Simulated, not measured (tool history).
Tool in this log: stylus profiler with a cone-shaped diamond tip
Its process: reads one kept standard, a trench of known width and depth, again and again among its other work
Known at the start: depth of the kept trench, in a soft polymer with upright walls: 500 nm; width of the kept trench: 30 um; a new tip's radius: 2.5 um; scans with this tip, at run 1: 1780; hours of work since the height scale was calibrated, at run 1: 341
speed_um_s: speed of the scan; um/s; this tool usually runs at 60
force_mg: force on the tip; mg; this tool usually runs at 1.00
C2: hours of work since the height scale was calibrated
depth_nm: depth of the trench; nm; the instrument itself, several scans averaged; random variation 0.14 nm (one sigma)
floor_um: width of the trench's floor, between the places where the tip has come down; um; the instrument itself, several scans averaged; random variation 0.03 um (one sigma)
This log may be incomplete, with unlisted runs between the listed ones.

Run 1, hour 0.0: usual settings; scans with this tip 1780; C2 341. Result: depth_nm 501.82 nm, floor_um 26.33 um.
Run 2, hour 19.2: usual settings but force_mg 2.06 mg; scans with this tip 1837; C2 352. Result: depth_nm 503.10 nm, floor_um 26.34 um.
Run 3, hour 36.9: usual settings but force_mg 2.06 mg; scans with this tip 1889; C2 362. Result: depth_nm 502.92 nm, floor_um 26.34 um.
Run 4, hour 60.8: usual settings but force_mg 2.06 mg; scans with this tip 1959; C2 375. Result: depth_nm 502.85 nm, floor_um 26.36 um.
Run 5, hour 80.4: usual settings but force_mg 2.06 mg; scans with this tip 2017; C2 386. Result: depth_nm 503.00 nm, floor_um 26.33 um.
Run 6, hour 109.8: usual settings but force_mg 2.06 mg; scans with this tip 2104; C2 403. Result: depth_nm 503.08 nm, floor_um 26.26 um.
Run 7, hour 131.4: usual settings but force_mg 2.06 mg; scans with this tip 2167; C2 415. Result: depth_nm 502.78 nm, floor_um 26.19 um.
Run 8, hour 163.2: usual settings but force_mg 2.06 mg; scans with this tip 2261; C2 433. Result: depth_nm 502.74 nm, floor_um 26.17 um.
Run 9, hour 192.1: usual settings but force_mg 2.06 mg; scans with this tip 2346; C2 449. Result: depth_nm 502.96 nm, floor_um 26.23 um.
Run 10, hour 212.1: usual settings but force_mg 2.06 mg; scans with this tip 2406; C2 460. Result: depth_nm 502.97 nm, floor_um 26.17 um.
Run 11, hour 225.9: usual settings but force_mg 2.06 mg; scans with this tip 2446; C2 468. Result: depth_nm 502.88 nm, floor_um 26.21 um.
Run 12, hour 249.1: usual settings but force_mg 2.06 mg; scans with this tip 2515; C2 481. Result: depth_nm 502.88 nm, floor_um 26.12 um.
Run 13, hour 275.0: usual settings but force_mg 2.06 mg; scans with this tip 2591; C2 496. Result: depth_nm 502.78 nm, floor_um 26.08 um.
Run 14, hour 300.5: usual settings but force_mg 2.06 mg; scans with this tip 2666; C2 510. Result: depth_nm 502.81 nm, floor_um 26.05 um.
At hour 302.6: height scale calibrated on a step standard.
Run 15, hour 327.6: usual settings but force_mg 2.06 mg; scans with this tip 2745; C2 14. Result: depth_nm 502.68 nm, floor_um 26.08 um.
Run 16, hour 353.3: usual settings but force_mg 2.67 mg; scans with this tip 2820; C2 29. Result: depth_nm 503.10 nm, floor_um 26.02 um.
Run 17, hour 373.9: usual settings but force_mg 2.67 mg; scans with this tip 2881; C2 40. Result: depth_nm 503.10 nm, floor_um 26.05 um.
Run 18, hour 393.5: usual settings but speed_um_s 16 um/s, force_mg 2.67 mg; scans with this tip 2939; C2 51. Result: depth_nm 502.83 nm, floor_um 26.11 um.
Run 19, hour 415.9: usual settings but speed_um_s 16 um/s, force_mg 2.67 mg; scans with this tip 3005; C2 64. Result: depth_nm 503.30 nm, floor_um 26.15 um.
Run 20, hour 448.9: usual settings but speed_um_s 106 um/s; scans with this tip 3102; C2 83. Result: depth_nm 501.01 nm, floor_um 25.76 um.
Run 21, hour 466.4: usual settings but speed_um_s 106 um/s; scans with this tip 3154; C2 92. Result: depth_nm 501.22 nm, floor_um 25.73 um.
Run 22, hour 483.7: usual settings; scans with this tip 3205; C2 102. Result: depth_nm 500.88 nm, floor_um 25.89 um.
At hour 505.5: height scale calibrated on a step standard, once more.
Run 23, hour 508.7: usual settings; scans with this tip 3277; C2 2. Result: depth_nm 502.49 nm, floor_um 25.89 um.
Run 24, hour 538.5: usual settings; scans with this tip 3365; C2 19. Result: depth_nm 502.30 nm, floor_um 25.84 um.
Run 25, hour 564.9: usual settings but speed_um_s 224 um/s, force_mg 1.97 mg; scans with this tip 3443; C2 34. Result: depth_nm 503.54 nm, floor_um 25.46 um.
Run 26, hour 585.9: usual settings but speed_um_s 224 um/s, force_mg 2.31 mg; scans with this tip 3505; C2 45. Result: depth_nm 503.68 nm, floor_um 25.55 um.
Run 27, hour 603.4: usual settings but speed_um_s 224 um/s, force_mg 2.31 mg; scans with this tip 3557; C2 55. Result: depth_nm 503.98 nm, floor_um 25.47 um.
Run 28, hour 623.4: usual settings but speed_um_s 173 um/s, force_mg 0.45 mg; scans with this tip 3616; C2 67. Result: depth_nm 501.32 nm, floor_um 25.04 um.
Run 29, hour 646.1: usual settings but speed_um_s 16 um/s, force_mg 2.77 mg; scans with this tip 3683; C2 79. Result: depth_nm 504.16 nm, floor_um 25.96 um.
Run 30, hour 668.6: usual settings but speed_um_s 16 um/s, force_mg 2.77 mg; scans with this tip 3749; C2 92. Result: depth_nm 504.67 nm, floor_um 25.93 um.
Run 31, hour 692.3: usual settings but speed_um_s 16 um/s, force_mg 0.86 mg; scans with this tip 3819; C2 105. Result: depth_nm 502.00 nm, floor_um 25.87 um.
Run 32, hour 725.6: usual settings but speed_um_s 38 um/s, force_mg 1.15 mg; scans with this tip 3917; C2 124. Result: depth_nm 502.24 nm, floor_um 25.77 um.
Run 33, hour 756.7: usual settings but speed_um_s 101 um/s, force_mg 1.80 mg; scans with this tip 4009; C2 142. Result: depth_nm 503.33 nm, floor_um 25.67 um.
Run 34, hour 784.6: usual settings but speed_um_s 43 um/s; scans with this tip 4091; C2 158. Result: depth_nm 502.28 nm, floor_um 25.72 um.
Run 35, hour 812.0: usual settings but speed_um_s 16 um/s, force_mg 0.36 mg; scans with this tip 4172; C2 173. Result: depth_nm 501.02 nm, floor_um 25.80 um.
Run 36, hour 840.7: usual settings but speed_um_s 25 um/s; scans with this tip 4256; C2 189. Result: depth_nm 502.16 nm, floor_um 25.76 um.
Run 37, hour 862.1: usual settings but speed_um_s 15 um/s, force_mg 0.45 mg; scans with this tip 4320; C2 201. Result: depth_nm 501.03 nm, floor_um 25.72 um.
Run 38, hour 880.9: usual settings but speed_um_s 15 um/s, force_mg 0.45 mg; scans with this tip 4375; C2 212. Result: depth_nm 501.02 nm, floor_um 25.70 um.
Run 39, hour 909.5: usual settings but speed_um_s 15 um/s, force_mg 0.45 mg; scans with this tip 4459; C2 228. Result: depth_nm 501.02 nm, floor_um 25.72 um.
Run 40, hour 930.4: usual settings but speed_um_s 15 um/s, force_mg 0.45 mg; scans with this tip 4521; C2 240. Result: depth_nm 501.17 nm, floor_um 25.68 um.
Run 41, hour 958.6: usual settings but speed_um_s 146 um/s, force_mg 1.88 mg; scans with this tip 4604; C2 256. Result: depth_nm 503.31 nm, floor_um 25.36 um.
Run 42, hour 980.2: usual settings but speed_um_s 146 um/s, force_mg 1.88 mg; scans with this tip 4668; C2 268. Result: depth_nm 503.33 nm, floor_um 25.39 um.
Run 43, hour 996.3: usual settings but speed_um_s 50 um/s, force_mg 0.64 mg; scans with this tip 4715; C2 277. Result: depth_nm 501.29 nm, floor_um 25.49 um.
Run 44, hour 1023.5: usual settings but speed_um_s 235 um/s, force_mg 1.26 mg; scans with this tip 4795; C2 292. Result: depth_nm 502.07 nm, floor_um 24.98 um.
Run 45, hour 1038.2: usual settings but speed_um_s 47 um/s, force_mg 0.72 mg; scans with this tip 4839; C2 301. Result: depth_nm 501.47 nm, floor_um 25.57 um.
Run 46, hour 1055.3: usual settings but speed_um_s 47 um/s, force_mg 0.72 mg; scans with this tip 4889; C2 310. Result: depth_nm 501.60 nm, floor_um 25.44 um.

What would each run have given without the hidden state, its run-to-run variation left as it was?
Unlogged tool condition in this case: radius of the tip, um; height scale over the true one, %; drift of the gauge itself on depth_nm, %; drift of the gauge itself on floor_um, %.
run  depth_nm  floor_um
  1    502.35     26.82
  2    503.64     26.85
  3    503.47     26.86
  4    503.43     26.91
  5    503.59     26.90
  6    503.69     26.85
  7    503.41     26.80
  8    503.40     26.81
  9    503.64     26.89
 10    503.66     26.85
 11    503.57     26.89
 12    503.59     26.83
 13    503.52     26.81
 14    503.56     26.80
 15    503.73     26.85
 16    504.18     26.81
 17    504.20     26.86
 18    503.94     26.94
 19    504.42     27.00
 20    502.15     26.63
 21    502.38     26.61
 22    502.05     26.79
 23    502.39     26.81
 24    502.22     26.78
 25    503.48     26.42
 26    503.63     26.52
 27    503.94     26.45
 28    501.30     26.05
 29    504.15     26.98
 30    504.68     26.97
 31    502.03     26.92
 32    502.29     26.85
 33    503.41     26.77
 34    502.38     26.84
 35    501.14     26.94
 36    502.30     26.92
 37    501.19     26.90
 38    501.19     26.89
 39    501.22     26.93
 40    501.38     26.91
 41    503.54     26.61
 42    503.58     26.66
 43    501.56     26.77
 44    502.35     26.27
 45    501.77     26.88
 46    501.91     26.76

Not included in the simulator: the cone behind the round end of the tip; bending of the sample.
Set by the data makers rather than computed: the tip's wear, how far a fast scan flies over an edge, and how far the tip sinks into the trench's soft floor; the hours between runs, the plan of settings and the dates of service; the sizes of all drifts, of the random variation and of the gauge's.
